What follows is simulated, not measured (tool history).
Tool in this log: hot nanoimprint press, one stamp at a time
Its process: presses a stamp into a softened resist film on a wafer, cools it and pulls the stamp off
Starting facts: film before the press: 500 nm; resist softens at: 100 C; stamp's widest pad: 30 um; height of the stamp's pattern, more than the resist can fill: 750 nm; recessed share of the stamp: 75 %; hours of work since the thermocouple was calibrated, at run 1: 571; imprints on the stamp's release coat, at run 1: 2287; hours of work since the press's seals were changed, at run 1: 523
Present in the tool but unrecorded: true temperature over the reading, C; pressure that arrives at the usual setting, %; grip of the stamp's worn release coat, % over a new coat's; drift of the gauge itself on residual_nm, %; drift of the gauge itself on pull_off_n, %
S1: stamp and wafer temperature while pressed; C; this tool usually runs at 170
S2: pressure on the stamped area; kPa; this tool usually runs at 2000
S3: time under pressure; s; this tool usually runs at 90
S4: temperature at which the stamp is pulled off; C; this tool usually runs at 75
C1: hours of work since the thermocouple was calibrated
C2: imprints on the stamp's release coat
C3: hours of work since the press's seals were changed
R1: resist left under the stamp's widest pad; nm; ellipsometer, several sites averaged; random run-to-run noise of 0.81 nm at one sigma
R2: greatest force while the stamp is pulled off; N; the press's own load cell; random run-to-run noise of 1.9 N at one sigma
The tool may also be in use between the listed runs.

{"run": 1, "day": 0.0, "S1": 170, "S2": 2000, "S3": 90, "S4": 75, "C1": 571, "C2": 2287, "C3": 523, "R1": 196.2, "R2": 209}
{"day": 0.258, "done": "plate thermocouple calibrated"}
{"run": 2, "day": 0.796, "S1": 170, "S2": 2000, "S3": 90, "S4": 73, "C1": 9, "C2": 2352, "C3": 534, "R1": 183.4, "R2": 216}
{"day": 1.712, "done": "stamp cleaned and given a new release coat"}
{"run": 3, "day": 1.767, "S1": 170, "S2": 2000, "S3": 90, "S4": 73, "C1": 22, "C2": 5, "C3": 547, "R1": 183.2, "R2": 174}
{"run": 4, "day": 2.171, "S1": 170, "S2": 2000, "S3": 57, "S4": 73, "C1": 29, "C2": 45, "C3": 554, "R1": 221.5, "R2": 172}
{"run": 5, "day": 2.671, "S1": 170, "S2": 2000, "S3": 57, "S4": 73, "C1": 38, "C2": 93, "C3": 563, "R1": 219.9, "R2": 173}
{"run": 6, "day": 3.112, "S1": 170, "S2": 2000, "S3": 57, "S4": 80, "C1": 45, "C2": 137, "C3": 570, "R1": 221.4, "R2": 166}
{"run": 7, "day": 3.629, "S1": 170, "S2": 2000, "S3": 57, "S4": 80, "C1": 54, "C2": 187, "C3": 579, "R1": 222.2, "R2": 168}
{"run": 8, "day": 4.046, "S1": 170, "S2": 2000, "S3": 57, "S4": 80, "C1": 62, "C2": 227, "C3": 587, "R1": 220.6, "R2": 165}
{"run": 9, "day": 4.629, "S1": 170, "S2": 2000, "S3": 57, "S4": 80, "C1": 72, "C2": 284, "C3": 597, "R1": 222.2, "R2": 169}
{"run": 10, "day": 5.338, "S1": 170, "S2": 2000, "S3": 57, "S4": 80, "C1": 84, "C2": 353, "C3": 609, "R1": 223.0, "R2": 169}
{"run": 11, "day": 5.846, "S1": 170, "S2": 1460, "S3": 90, "S4": 75, "C1": 93, "C2": 403, "C3": 618, "R1": 215.0, "R2": 180}
{"run": 12, "day": 6.438, "S1": 167, "S2": 2000, "S3": 47, "S4": 63, "C1": 103, "C2": 460, "C3": 628, "R1": 266.8, "R2": 192}
{"run": 13, "day": 7.033, "S1": 170, "S2": 2300, "S3": 137, "S4": 75, "C1": 114, "C2": 518, "C3": 639, "R1": 147.5, "R2": 177}
{"run": 14, "day": 7.475, "S1": 170, "S2": 2300, "S3": 137, "S4": 75, "C1": 121, "C2": 561, "C3": 646, "R1": 147.1, "R2": 180}
{"run": 15, "day": 8.121, "S1": 170, "S2": 2300, "S3": 137, "S4": 75, "C1": 133, "C2": 624, "C3": 658, "R1": 147.3, "R2": 182}
{"run": 16, "day": 8.612, "S1": 170, "S2": 2300, "S3": 137, "S4": 75, "C1": 141, "C2": 672, "C3": 666, "R1": 149.1, "R2": 182}
{"run": 17, "day": 9.062, "S1": 177, "S2": 1830, "S3": 90, "S4": 75, "C1": 149, "C2": 716, "C3": 674, "R1": 148.1, "R2": 183}
{"run": 18, "day": 9.483, "S1": 177, "S2": 2960, "S3": 71, "S4": 82, "C1": 156, "C2": 757, "C3": 681, "R1": 130.3, "R2": 175}
{"run": 19, "day": 10.129, "S1": 171, "S2": 2570, "S3": 48, "S4": 75, "C1": 168, "C2": 820, "C3": 693, "R1": 207.8, "R2": 185}
{"run": 20, "day": 10.938, "S1": 171, "S2": 2570, "S3": 48, "S4": 75, "C1": 182, "C2": 899, "C3": 707, "R1": 209.9, "R2": 187}
{"run": 21, "day": 11.388, "S1": 171, "S2": 2570, "S3": 73, "S4": 76, "C1": 190, "C2": 943, "C3": 715, "R1": 176.6, "R2": 181}
{"run": 22, "day": 12.192, "S1": 171, "S2": 2570, "S3": 73, "S4": 76, "C1": 204, "C2": 1021, "C3": 729, "R1": 177.3, "R2": 188}

Each row is a separate what-if for the run after 22, all from the same tool condition, not one after another. Results?
{"run": "A", "day": 12.979, "S1": 170, "S2": 2000, "S3": 114, "S4": 75, "C1": 217, "C2": 1098, "C3": 742, "R1": "?", "R2": "?"}
{"run": "B", "day": 12.979, "S1": 175, "S2": 1800, "S3": 168, "S4": 76, "C1": 217, "C2": 1098, "C3": 742, "R1": "?", "R2": "?"}
{"run": "C", "day": 12.979, "S1": 171, "S2": 2070, "S3": 73, "S4": 76, "C1": 217, "C2": 1098, "C3": 742, "R1": "?", "R2": "?"}
{"run": "D", "day": 12.979, "S1": 168, "S2": 1400, "S3": 90, "S4": 80, "C1": 217, "C2": 1098, "C3": 742, "R1": "?", "R2": "?"}
{"run": "E", "day": 12.979, "S1": 170, "S2": 1920, "S3": 75, "S4": 61, "C1": 217, "C2": 1098, "C3": 742, "R1": "?", "R2": "?"}

run=A R1=172.7 R2=191
run=B R1=124.5 R2=187
run=C R1=195.2 R2=189
run=D R1=243.6 R2=179
run=E R1=208.0 R2=214
With the hidden condition removed and each run's random variation left untouched, the same runs would have given:
run=A R1=163.5 R2=171
run=B R1=118.0 R2=167
run=C R1=185.0 R2=169
run=D R1=233.0 R2=160
run=E R1=197.6 R2=191
